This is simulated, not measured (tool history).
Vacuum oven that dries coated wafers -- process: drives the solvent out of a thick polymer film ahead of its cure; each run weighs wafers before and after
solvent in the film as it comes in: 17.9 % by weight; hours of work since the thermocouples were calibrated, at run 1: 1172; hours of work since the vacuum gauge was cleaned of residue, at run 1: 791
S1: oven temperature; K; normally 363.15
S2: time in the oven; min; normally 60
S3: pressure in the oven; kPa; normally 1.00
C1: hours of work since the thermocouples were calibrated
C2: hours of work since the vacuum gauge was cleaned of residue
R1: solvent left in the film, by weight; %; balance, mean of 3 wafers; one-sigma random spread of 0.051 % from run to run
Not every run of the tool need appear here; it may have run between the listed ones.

run 1 hour=0.0 | S1=363.15 S2=60 S3=1.00 | C1=1172 C2=791 | R1=0.80
run 2 hour=28.6 | S1=363.15 S2=60 S3=1.00 | C1=1193 C2=812 | R1=0.78
run 3 hour=73.4 | S1=363.15 S2=60 S3=1.00 | C1=1226 C2=845 | R1=0.64
run 4 hour=118.0 | S1=363.15 S2=60 S3=1.00 | C1=1259 C2=878 | R1=0.85
run 5 hour=175.6 | S1=363.15 S2=60 S3=1.00 | C1=1302 C2=920 | R1=0.79
run 6 hour=206.6 | S1=363.15 S2=60 S3=1.00 | C1=1325 C2=943 | R1=0.79
run 7 hour=237.1 | S1=363.15 S2=60 S3=1.12 | C1=1347 C2=966 | R1=0.81
-- hour=274.1 oven's thermocouples calibrated
run 8 hour=275.1 | S1=363.15 S2=94 S3=1.00 | C1=1 C2=993 | R1=0.27
run 9 hour=301.3 | S1=363.15 S2=60 S3=1.00 | C1=20 C2=1012 | R1=0.71
run 10 hour=328.2 | S1=363.15 S2=60 S3=1.00 | C1=40 C2=1032 | R1=0.77
run 11 hour=369.3 | S1=363.15 S2=60 S3=1.00 | C1=70 C2=1062 | R1=0.81
run 12 hour=416.0 | S1=363.15 S2=60 S3=1.00 | C1=105 C2=1097 | R1=0.75
run 13 hour=445.8 | S1=363.15 S2=60 S3=1.00 | C1=127 C2=1119 | R1=0.81
run 14 hour=499.4 | S1=363.15 S2=60 S3=1.00 | C1=167 C2=1159 | R1=0.76
run 15 hour=527.6 | S1=363.15 S2=60 S3=1.00 | C1=188 C2=1179 | R1=0.79
run 16 hour=574.0 | S1=363.15 S2=60 S3=0.71 | C1=222 C2=1214 | R1=0.64
run 17 hour=613.8 | S1=361.15 S2=67 S3=0.71 | C1=251 C2=1243 | R1=0.75
run 18 hour=653.7 | S1=350.15 S2=91 S3=1.93 | C1=281 C2=1273 | R1=3.02
run 19 hour=684.5 | S1=371.15 S2=47 S3=1.64 | C1=304 C2=1295 | R1=0.51
run 20 hour=731.3 | S1=371.15 S2=47 S3=1.64 | C1=338 C2=1330 | R1=0.36
run 21 hour=765.1 | S1=376.15 S2=84 S3=1.54 | C1=363 C2=1355 | R1=0.25
run 22 hour=799.9 | S1=377.15 S2=56 S3=2.62 | C1=389 C2=1381 | R1=0.38
run 23 hour=845.2 | S1=377.15 S2=56 S3=2.62 | C1=422 C2=1414 | R1=0.43
run 24 hour=874.1 | S1=377.15 S2=56 S3=2.62 | C1=444 C2=1436 | R1=0.32
run 25 hour=910.9 | S1=377.15 S2=56 S3=2.66 | C1=471 C2=1463 | R1=0.46

Forecast run 26:
run 26 hour=968.2 | S1=362.15 S2=60 S3=2.63 | C1=514 C2=1505 | R1=?

R1: 1.29 %
Had the tool carried no hidden state, the very same run would have given R1 1.28 %.
